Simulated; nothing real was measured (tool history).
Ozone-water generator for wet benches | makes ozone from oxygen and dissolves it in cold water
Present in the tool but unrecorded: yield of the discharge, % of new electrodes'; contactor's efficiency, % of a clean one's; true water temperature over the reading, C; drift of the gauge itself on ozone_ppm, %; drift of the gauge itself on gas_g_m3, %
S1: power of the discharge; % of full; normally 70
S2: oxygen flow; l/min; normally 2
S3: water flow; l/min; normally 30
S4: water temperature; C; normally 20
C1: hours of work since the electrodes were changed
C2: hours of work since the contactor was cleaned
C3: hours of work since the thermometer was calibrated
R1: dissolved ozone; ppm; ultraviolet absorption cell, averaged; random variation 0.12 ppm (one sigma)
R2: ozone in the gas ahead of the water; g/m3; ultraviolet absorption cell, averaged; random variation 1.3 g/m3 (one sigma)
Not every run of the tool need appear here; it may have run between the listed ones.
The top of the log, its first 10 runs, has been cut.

{"run": 11, "hour": 869.8, "S1": 70, "S2": 2, "S3": 30, "S4": 20, "C1": 1025, "C2": 451, "C3": 1025, "R1": 10.4, "R2": 243.1}
{"run": 12, "hour": 962.7, "S1": 70, "S2": 2.61, "S3": 30, "S4": 20, "C1": 1108, "C2": 535, "C3": 1108, "R1": 10.6, "R2": 205.5}
{"run": 13, "hour": 1043.2, "S1": 56, "S2": 2.61, "S3": 30, "S4": 20, "C1": 1181, "C2": 607, "C3": 1181, "R1": 9.6, "R2": 179}
{"run": 14, "hour": 1171.6, "S1": 70, "S2": 2, "S3": 30, "S4": 20, "C1": 1296, "C2": 722, "C3": 1296, "R1": 10.1, "R2": 241.9}
{"run": 15, "hour": 1313.5, "S1": 70, "S2": 2, "S3": 30, "S4": 20, "C1": 1423, "C2": 850, "C3": 1423, "R1": 10.4, "R2": 242.2}
{"hour": 1326.6, "done": "water thermometer calibrated"}
{"run": 16, "hour": 1384.9, "S1": 70, "S2": 2, "S3": 30, "S4": 20, "C1": 1487, "C2": 913, "C3": 52, "R1": 10.2, "R2": 241.2}
{"run": 17, "hour": 1454.3, "S1": 70, "S2": 2, "S3": 30, "S4": 18, "C1": 1549, "C2": 976, "C3": 115, "R1": 10.3, "R2": 239.5}
{"run": 18, "hour": 1561.4, "S1": 70, "S2": 2, "S3": 30, "S4": 18, "C1": 1646, "C2": 1072, "C3": 211, "R1": 10.4, "R2": 239}
{"run": 19, "hour": 1700.6, "S1": 70, "S2": 2, "S3": 30, "S4": 18, "C1": 1771, "C2": 1197, "C3": 336, "R1": 10.3, "R2": 240.7}
{"run": 20, "hour": 1768.0, "S1": 70, "S2": 3.49, "S3": 30, "S4": 20, "C1": 1831, "C2": 1258, "C3": 396, "R1": 11, "R2": 166.3}
{"run": 21, "hour": 1874.2, "S1": 70, "S2": 2, "S3": 39, "S4": 20, "C1": 1927, "C2": 1353, "C3": 492, "R1": 7.5, "R2": 240.6}
{"run": 22, "hour": 1981.3, "S1": 61, "S2": 2, "S3": 30, "S4": 19, "C1": 2023, "C2": 1449, "C3": 588, "R1": 9.5, "R2": 221.6}
{"run": 23, "hour": 2119.0, "S1": 70, "S2": 2.3, "S3": 25, "S4": 20, "C1": 2146, "C2": 1573, "C3": 712, "R1": 12.5, "R2": 220.3}
{"hour": 2139.1, "done": "water thermometer calibrated, once more"}
{"run": 24, "hour": 2240.4, "S1": 63, "S2": 2.47, "S3": 28, "S4": 19, "C1": 2255, "C2": 1681, "C3": 91, "R1": 10.8, "R2": 197.8}
{"run": 25, "hour": 2323.6, "S1": 74, "S2": 2, "S3": 30, "S4": 20, "C1": 2330, "C2": 1756, "C3": 166, "R1": 10.4, "R2": 249}
{"run": 26, "hour": 2427.4, "S1": 61, "S2": 1.78, "S3": 26, "S4": 22, "C1": 2423, "C2": 1849, "C3": 259, "R1": 10.6, "R2": 238.9}
{"run": 27, "hour": 2521.7, "S1": 61, "S2": 1.78, "S3": 26, "S4": 22, "C1": 2508, "C2": 1934, "C3": 344, "R1": 10.5, "R2": 235.1}
{"run": 28, "hour": 2615.1, "S1": 61, "S2": 1.78, "S3": 26, "S4": 22, "C1": 2592, "C2": 2018, "C3": 427, "R1": 10.7, "R2": 234.9}
{"run": 29, "hour": 2736.7, "S1": 52, "S2": 2.47, "S3": 21, "S4": 15, "C1": 2701, "C2": 2127, "C3": 537, "R1": 13.1, "R2": 174.7}
{"run": 30, "hour": 2854.1, "S1": 86, "S2": 3.54, "S3": 43, "S4": 25, "C1": 2806, "C2": 2233, "C3": 642, "R1": 8.1, "R2": 186.7}
{"run": 31, "hour": 2958.2, "S1": 86, "S2": 3.54, "S3": 43, "S4": 25, "C1": 2900, "C2": 2326, "C3": 736, "R1": 8.2, "R2": 185.7}
{"run": 32, "hour": 3026.7, "S1": 86, "S2": 3.54, "S3": 43, "S4": 25, "C1": 2961, "C2": 2388, "C3": 797, "R1": 8.1, "R2": 185.4}

Branching from run 32: 5 alternative next runs. What would each branch give?
{"run": "A", "hour": 3102.8, "S1": 86, "S2": 3.54, "S3": 23, "S4": 25, "C1": 3029, "C2": 2456, "C3": 865, "R1": "?", "R2": "?"}
{"run": "B", "hour": 3102.8, "S1": 86, "S2": 3.54, "S3": 43, "S4": 23, "C1": 3029, "C2": 2456, "C3": 865, "R1": "?", "R2": "?"}
{"run": "C", "hour": 3102.8, "S1": 86, "S2": 3.54, "S3": 43, "S4": 15, "C1": 3029, "C2": 2456, "C3": 865, "R1": "?", "R2": "?"}
{"run": "D", "hour": 3102.8, "S1": 52, "S2": 3.54, "S3": 43, "S4": 24, "C1": 3029, "C2": 2456, "C3": 865, "R1": "?", "R2": "?"}
{"run": "E", "hour": 3102.8, "S1": 70, "S2": 2, "S3": 30, "S4": 14, "C1": 3029, "C2": 2456, "C3": 865, "R1": "?", "R2": "?"}

run=A R1=14.7 R2=184.9
run=B R1=8.3 R2=185.9
run=C R1=8.6 R2=185.9
run=D R1=6 R2=137.8
run=E R1=10.5 R2=236.5
The same runs, with their run-to-run variation unchanged, on a tool lacking any hidden condition would have given:
run=A R1=15.3 R2=190.4
run=B R1=8.7 R2=191.5
run=C R1=9 R2=191.4
run=D R1=6.2 R2=140.8
run=E R1=10.9 R2=242.8

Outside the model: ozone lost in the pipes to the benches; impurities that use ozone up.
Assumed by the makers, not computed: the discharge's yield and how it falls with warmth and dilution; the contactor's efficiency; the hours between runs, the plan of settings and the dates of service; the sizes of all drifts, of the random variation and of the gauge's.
